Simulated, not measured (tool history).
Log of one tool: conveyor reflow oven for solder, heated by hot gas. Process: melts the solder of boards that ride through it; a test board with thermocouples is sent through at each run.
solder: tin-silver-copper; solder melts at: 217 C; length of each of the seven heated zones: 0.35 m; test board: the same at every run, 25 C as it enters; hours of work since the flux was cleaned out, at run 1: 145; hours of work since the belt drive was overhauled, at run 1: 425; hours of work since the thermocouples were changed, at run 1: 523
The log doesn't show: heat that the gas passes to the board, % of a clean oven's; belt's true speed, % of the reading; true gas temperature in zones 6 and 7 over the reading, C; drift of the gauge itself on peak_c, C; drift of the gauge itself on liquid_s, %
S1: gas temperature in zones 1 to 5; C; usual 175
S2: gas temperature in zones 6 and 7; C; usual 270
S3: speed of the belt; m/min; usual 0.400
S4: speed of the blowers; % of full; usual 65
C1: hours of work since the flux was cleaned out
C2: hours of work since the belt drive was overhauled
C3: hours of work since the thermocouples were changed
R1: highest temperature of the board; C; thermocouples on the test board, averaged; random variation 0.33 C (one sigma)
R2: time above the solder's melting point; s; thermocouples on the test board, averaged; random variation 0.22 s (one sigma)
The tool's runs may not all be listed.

run	hour	S1	S2	S3	S4	C1	C2	C3	R1	R2
1	0.0	175	270	0.400	65	145	425	523	256.7	85.4
2	42.1	177	270	0.400	65	171	452	550	257.7	86.3
# hour 55.9: flux residue cleaned out of gas plates and filters
3	75.9	177	270	0.400	65	13	470	568	258.2	87.5
4	100.4	175	270	0.400	65	28	485	584	257.5	86.0
5	130.2	175	270	0.400	65	47	505	603	257.0	86.3
6	168.7	175	270	0.400	88	72	529	628	260.3	89.5
7	203.9	175	270	0.438	88	94	551	650	258.4	79.3
8	252.4	175	270	0.438	88	125	582	681	257.8	78.8
# hour 260.3: belt drive overhauled, speed set with a stopwatch
9	311.6	175	270	0.438	88	160	33	716	258.0	78.8
# hour 343.5: flux residue cleaned out of gas plates and filters
10	355.7	175	265	0.438	88	8	58	741	254.0	76.9
# hour 371.6: thermocouples of zones 6 and 7 changed
11	400.8	175	270	0.400	76	35	85	19	260.7	89.1
12	437.2	175	270	0.375	76	58	108	42	261.5	96.4
13	471.2	175	270	0.400	65	80	130	64	258.6	87.5
14	521.3	175	270	0.400	65	112	162	95	258.4	87.1
15	555.4	175	270	0.400	65	134	184	117	258.1	86.7
# hour 567.3: belt drive overhauled, speed set with a stopwatch, once more
16	610.5	172	264	0.468	69	166	28	150	247.5	62.0
# hour 631.8: flux residue cleaned out of gas plates and filters
17	661.8	172	264	0.468	69	19	57	179	248.4	63.7
18	688.7	172	264	0.468	69	36	74	196	248.4	63.3
19	723.4	172	264	0.468	69	58	96	219	248.3	63.1
20	765.9	172	274	0.468	61	86	123	246	255.2	68.5
21	800.5	174	270	0.400	80	108	146	268	259.7	87.4
22	846.9	175	270	0.379	65	137	175	297	258.0	91.8
23	899.7	184	281	0.464	88	171	209	331	267.5	83.2
# hour 914.3: flux residue cleaned out of gas plates and filters
24	948.9	171	260	0.400	65	22	237	359	248.0	75.4
25	978.6	171	260	0.400	65	41	256	378	248.0	75.2
26	1012.5	182	280	0.435	65	63	278	400	265.5	86.9
27	1048.3	175	270	0.329	65	85	300	423	262.0	110.2
28	1084.3	169	277	0.368	59	108	323	446	264.1	96.3
29	1108.7	182	284	0.367	61	124	339	461	272.7	108.1

Forecast each of these 3 alternatives for the next run:
A	1142.5	166	284	0.367	68	145	360	483	?	?
B	1142.5	183	276	0.400	65	145	360	483	?	?
C	1142.5	182	284	0.367	61	145	360	483	?	?

run	R1	R2
A	271.8	100.5
B	263.8	93.8
C	272.4	108.1
Without the tool's hidden state the same runs would have given:
run	R1	R2
A	273.9	101.3
B	265.8	94.6
C	274.3	108.5
